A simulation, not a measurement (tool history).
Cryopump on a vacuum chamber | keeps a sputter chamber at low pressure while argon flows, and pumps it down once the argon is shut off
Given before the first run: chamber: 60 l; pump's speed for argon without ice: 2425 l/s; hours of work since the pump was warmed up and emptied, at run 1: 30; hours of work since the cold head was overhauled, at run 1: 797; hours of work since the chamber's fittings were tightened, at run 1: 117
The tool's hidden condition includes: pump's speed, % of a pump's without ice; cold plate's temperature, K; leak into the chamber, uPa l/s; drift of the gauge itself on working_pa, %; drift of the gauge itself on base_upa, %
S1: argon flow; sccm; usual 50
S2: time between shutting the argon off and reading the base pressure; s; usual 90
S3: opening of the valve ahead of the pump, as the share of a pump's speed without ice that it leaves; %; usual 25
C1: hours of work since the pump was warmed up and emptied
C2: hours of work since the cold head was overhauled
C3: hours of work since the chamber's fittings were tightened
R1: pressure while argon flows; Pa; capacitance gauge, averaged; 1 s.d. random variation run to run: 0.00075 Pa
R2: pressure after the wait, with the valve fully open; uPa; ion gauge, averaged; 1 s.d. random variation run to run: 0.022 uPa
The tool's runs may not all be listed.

| run | hour | S1 | S2 | S3 | C1 | C2 | C3 | R1 | R2 |
|---|---|---|---|---|---|---|---|---|---|
| 1 | 0 | 50 | 90 | 25 | 30 | 797 | 117 | 0.1406 | 0.76 |
| 2 | 37.2 | 50 | 147 | 25 | 58 | 825 | 146 | 0.1401 | 0.57 |
| 3 | 95.7 | 50 | 147 | 25 | 102 | 869 | 190 | 0.1402 | 0.62 |
| 4 | 163.1 | 50 | 147 | 25 | 153 | 921 | 241 | 0.1423 | 0.64 |
| 5 | 244.7 | 50 | 147 | 25 | 215 | 982 | 303 | 0.1427 | 0.66 |
| 6 | 282.6 | 50 | 190 | 25 | 244 | 1011 | 332 | 0.1452 | 0.62 |
| 7 | 339.4 | 50 | 190 | 25 | 287 | 1054 | 374 | 0.1452 | 0.65 |
| 8 | 386.6 | 50 | 245 | 25 | 323 | 1090 | 410 | 0.1461 | 0.57 |
|  | 434.6 | pump warmed up, emptied and cooled again |
| 9 | 441.8 | 50 | 245 | 25 | 5 | 1128 | 448 | 0.1399 | 0.59 |
| 10 | 532.7 | 50 | 245 | 25 | 74 | 1197 | 517 | 0.1417 | 0.62 |
| 11 | 616.5 | 50 | 90 | 25 | 138 | 1260 | 581 | 0.1418 | 1 |
| 12 | 674.1 | 50 | 90 | 25 | 181 | 1304 | 624 | 0.1425 | 1.06 |
| 13 | 712.8 | 50 | 90 | 25 | 211 | 1333 | 654 | 0.1441 | 1.08 |
| 14 | 775.8 | 50 | 90 | 25 | 258 | 1381 | 701 | 0.1432 | 1.13 |
| 15 | 820.5 | 50 | 90 | 25 | 292 | 1415 | 735 | 0.145 | 1.17 |
| 16 | 889.6 | 37 | 90 | 25 | 345 | 1467 | 788 | 0.1082 | 1.17 |
|  | 905.4 | pump warmed up, emptied and cooled again |
| 17 | 981.4 | 37 | 90 | 25 | 58 | 1533 | 853 | 0.1051 | 1.15 |
| 18 | 1042 | 83 | 25 | 21 | 103 | 1579 | 899 | 0.2773 | 2.55 |
| 19 | 1127.5 | 83 | 69 | 48 | 168 | 1644 | 964 | 0.1264 | 1.4 |
| 20 | 1190 | 22 | 86 | 27 | 216 | 1691 | 1011 | 0.0593 | 1.33 |
| 21 | 1232.5 | 24 | 115 | 25 | 248 | 1723 | 1043 | 0.0693 | 1.19 |
| 22 | 1275.4 | 24 | 115 | 25 | 280 | 1756 | 1076 | 0.0695 | 1.22 |
| 23 | 1341.7 | 24 | 115 | 25 | 331 | 1806 | 1126 | 0.0698 | 1.3 |
|  | 1374.6 | pump warmed up, emptied and cooled again |
| 24 | 1396.3 | 76 | 30 | 39 | 16 | 1843 | 1164 | 0.1368 | 2.4 |
| 25 | 1483.3 | 99 | 63 | 57 | 82 | 1909 | 1230 | 0.126 | 1.63 |
| 26 | 1520 | 63 | 119 | 25 | 110 | 1937 | 1258 | 0.1797 | 1.19 |
| 27 | 1576 | 21 | 207 | 18 | 153 | 1979 | 1300 | 0.0831 | 1.08 |
| 28 | 1623.9 | 50 | 52 | 25 | 189 | 2016 | 1336 | 0.1436 | 1.88 |
| 29 | 1709.2 | 58 | 168 | 34 | 253 | 2080 | 1401 | 0.1255 | 1.23 |
| 30 | 1792 | 92 | 39 | 35 | 316 | 2143 | 1464 | 0.1949 | 2.28 |
| 31 | 1836.5 | 92 | 39 | 35 | 350 | 2177 | 1497 | 0.1975 | 2.39 |
|  | 1849.2 | pump warmed up, emptied and cooled again |
| 32 | 1891.2 | 92 | 39 | 35 | 32 | 2215 | 1535 | 0.1872 | 2.21 |
| 33 | 1933.8 | 95 | 83 | 21 | 64 | 2247 | 1567 | 0.3212 | 1.57 |

For each entry between runs, how does the tool's hidden state at the last listed run before it compare with that at the first listed run after it?
Runs 8 to 9: pump warmed up, emptied and cooled again (hour 434.6)
  pump's speed, % of a pump's without ice: 86.5 -> 99.3; cold plate's temperature, K: 12.74 -> 12.76; leak into the chamber, uPa l/s: 844 -> 889
  difference, measured minus the result without the unlogged condition, R1: +0.0061 -> +0.0008 Pa; R2: +0.28 -> +0.25 uPa
Runs 16 to 17: pump warmed up, emptied and cooled again (hour 905.4)
  pump's speed, % of a pump's without ice: 85.2 -> 97.3; cold plate's temperature, K: 12.92 -> 12.95; leak into the chamber, uPa l/s: 1289 -> 1369
  difference, measured minus the result without the unlogged condition, R1: +0.005 -> +0.0013 Pa; R2: +0.5 -> +0.47 uPa
Runs 23 to 24: pump warmed up, emptied and cooled again (hour 1374.6)
  pump's speed, % of a pump's without ice: 86.1 -> 99; cold plate's temperature, K: 13.08 -> 13.1; leak into the chamber, uPa l/s: 1696 -> 1739
  difference, measured minus the result without the unlogged condition, R1: +0.0031 -> +0.0017 Pa; R2: +0.71 -> +0.62 uPa
Runs 31 to 32: pump warmed up, emptied and cooled again (hour 1849.2)
  pump's speed, % of a pump's without ice: 85.3 -> 98.3; cold plate's temperature, K: 13.26 -> 13.28; leak into the chamber, uPa l/s: 2143 -> 2188
  difference, measured minus the result without the unlogged condition, R1: +0.013 -> +0.0028 Pa; R2: +0.96 -> +0.82 uPa

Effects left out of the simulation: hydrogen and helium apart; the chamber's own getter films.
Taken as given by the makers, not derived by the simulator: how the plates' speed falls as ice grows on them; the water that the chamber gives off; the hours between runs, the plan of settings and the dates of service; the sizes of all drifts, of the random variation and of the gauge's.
